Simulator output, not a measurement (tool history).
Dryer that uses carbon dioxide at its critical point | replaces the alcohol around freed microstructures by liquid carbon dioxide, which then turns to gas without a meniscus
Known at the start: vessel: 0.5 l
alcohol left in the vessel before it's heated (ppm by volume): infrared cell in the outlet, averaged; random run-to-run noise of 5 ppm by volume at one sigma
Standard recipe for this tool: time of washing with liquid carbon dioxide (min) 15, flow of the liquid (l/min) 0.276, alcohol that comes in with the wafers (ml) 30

run,day,time of washing with liquid carbon dioxide (min),flow of the liquid (l/min),alcohol that comes in with the wafers (ml),alcohol left in the vessel before it's heated (ppm by volume)
1,0,15,0.276,30,148
2,0.967,15,0.276,35,162
3,2.05,15,0.276,35,153
4,2.821,15,0.276,35,166
5,4.212,15,0.276,35,162
6,5.058,15,0.276,35,174
7,5.638,15,0.276,35,184
8,6.488,15,0.276,42,196
9,7.758,15,0.276,42,211
10,8.942,15,0.276,42,217
11,9.588,15,0.276,42,209
12,10.233,15,0.253,30,249
13,10.846,19,0.308,106,130
14,11.983,19,0.308,106,153
15,13.262,21,0.254,106,171
16,14.108,21,0.254,106,178
17,15.229,19,0.417,25,141
18,16.238,19,0.417,25,143
19,17.308,19,0.417,25,146
20,18.246,13,0.26,25,395
21,19.075,10,0.439,30,199
22,19.825,15,0.204,30,698
23,21.25,15,0.268,22,248
24,22.404,20,0.302,38,156

5 options for the next run, each taken on its own from the tool as it stands now. Forecast them:
# day 23.092: inlet filter changed
A,23.183,18,0.214,29,?
# day 23.092: inlet filter changed
B,23.183,15,0.31,29,?
# day 23.092: inlet filter changed
C,23.183,20,0.302,28,?
# day 23.092: inlet filter changed
D,23.183,14,0.276,30,?
# day 23.092: inlet filter changed
E,23.183,13,0.276,30,?

run,alcohol left in the vessel before it's heated (ppm by volume)
A,233
B,169
C,157
D,231
E,264
Without the tool's unlogged condition, the same runs would have read:
run,alcohol left in the vessel before it's heated (ppm by volume)
A,75
B,14
C,2
D,74
E,108

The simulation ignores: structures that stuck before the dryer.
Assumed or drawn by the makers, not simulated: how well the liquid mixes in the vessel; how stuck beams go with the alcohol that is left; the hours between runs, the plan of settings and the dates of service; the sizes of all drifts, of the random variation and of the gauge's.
